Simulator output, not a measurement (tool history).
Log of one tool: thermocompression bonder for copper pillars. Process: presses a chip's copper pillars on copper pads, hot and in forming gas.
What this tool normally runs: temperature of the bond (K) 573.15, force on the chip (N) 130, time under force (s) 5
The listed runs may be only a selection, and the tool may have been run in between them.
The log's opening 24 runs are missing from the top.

run	hour	temperature of the bond (K)	force on the chip (N)	time under force (s)	hours of work since the heater was calibrated	hours of work since the force cell was calibrated	hours of work since the gas filter was changed	force that shears a chip off (N)
25	727.4	563.15	144	5	828	391	26	53.4
26	756.5	603.15	125	5	841	404	38	67.8
27	783.1	603.15	125	5	852	415	50	67.3
28	810.3	569.15	132	5	864	427	62	51.3
29	837.9	551.15	130	9	876	439	73	51.4
30	875.1	597.15	130	5	892	455	90	64.8
31	912.5	591.15	90	5	908	471	106	44.7
32	940.7	559.15	159	3	920	483	118	43.6
33	969.6	559.15	159	3	933	496	130	43.3
34	1003.8	558.15	130	5	948	511	145	42.6
# hour 1035.8: forming gas filter changed
35	1047.2	573.15	100	5	966	529	5	43.9
36	1077.6	573.15	100	5	979	542	18	43.5
37	1097.0	589.15	130	10	988	551	26	77.3
38	1130.6	589.15	130	10	1002	565	41	76.8
39	1166.1	602.15	87	5	1018	580	56	49.7
40	1196.0	573.15	145	6	1030	593	69	61.1

3 ways to go on from here, each from the tool as it stands after run 40. What would each give?
A	1216.5	567.15	91	3	1039	602	78	?
B	1216.5	573.15	102	5	1039	602	78	?
C	1216.5	602.15	87	7	1039	602	78	?

run	force that shears a chip off (N)
A	28.7
B	42.3
C	55.7
Had the tool no hidden state, the same runs would have come out as:
run	force that shears a chip off (N)
A	27.2
B	40.6
C	54.6
